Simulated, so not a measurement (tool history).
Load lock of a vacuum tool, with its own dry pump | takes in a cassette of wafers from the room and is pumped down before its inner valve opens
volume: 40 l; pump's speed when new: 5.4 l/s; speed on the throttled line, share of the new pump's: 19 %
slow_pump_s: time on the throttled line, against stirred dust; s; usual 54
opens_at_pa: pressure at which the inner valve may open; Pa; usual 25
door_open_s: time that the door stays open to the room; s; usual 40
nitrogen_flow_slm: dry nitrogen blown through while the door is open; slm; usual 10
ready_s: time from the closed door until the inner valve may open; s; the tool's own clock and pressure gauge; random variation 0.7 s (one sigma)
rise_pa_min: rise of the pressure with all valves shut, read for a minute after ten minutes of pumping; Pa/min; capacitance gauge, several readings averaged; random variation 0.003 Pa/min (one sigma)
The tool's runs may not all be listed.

run,hour,slow_pump_s,opens_at_pa,door_open_s,nitrogen_flow_slm,"incoming humidity of the room's air, %",ready_s,rise_pa_min
1,0.0,54,25,40,10,44.2,104.0,0.047
2,110.5,54,25,40,10,43.1,105.8,0.050
3,225.7,54,25,40,10,45.5,105.3,0.058
4,283.3,54,25,40,10,46.0,105.9,0.049
5,353.5,54,47,40,10,47.2,99.2,0.049
6,422.5,54,25,40,10,48.0,105.6,0.053
7,546.0,54,25,40,10,44.0,105.9,0.053
8,627.4,48,23,82,34,45.3,100.7,0.043
9,750.8,75,23,114,10,42.8,123.0,0.076
10,835.8,31,22,166,18,41.5,87.8,0.070
11,899.7,31,22,166,18,44.5,86.8,0.073
12,963.9,31,34,166,16,47.2,83.9,0.079

Run 13 comes next. What will it give?
13,1037.3,67,49,166,16,44.1,?,?

ready_s: 110.2 s
rise_pa_min: 0.076 Pa/min
Without the tool's hidden state the same run would have given ready_s 110.2 s, rise_pa_min 0.076 Pa/min.

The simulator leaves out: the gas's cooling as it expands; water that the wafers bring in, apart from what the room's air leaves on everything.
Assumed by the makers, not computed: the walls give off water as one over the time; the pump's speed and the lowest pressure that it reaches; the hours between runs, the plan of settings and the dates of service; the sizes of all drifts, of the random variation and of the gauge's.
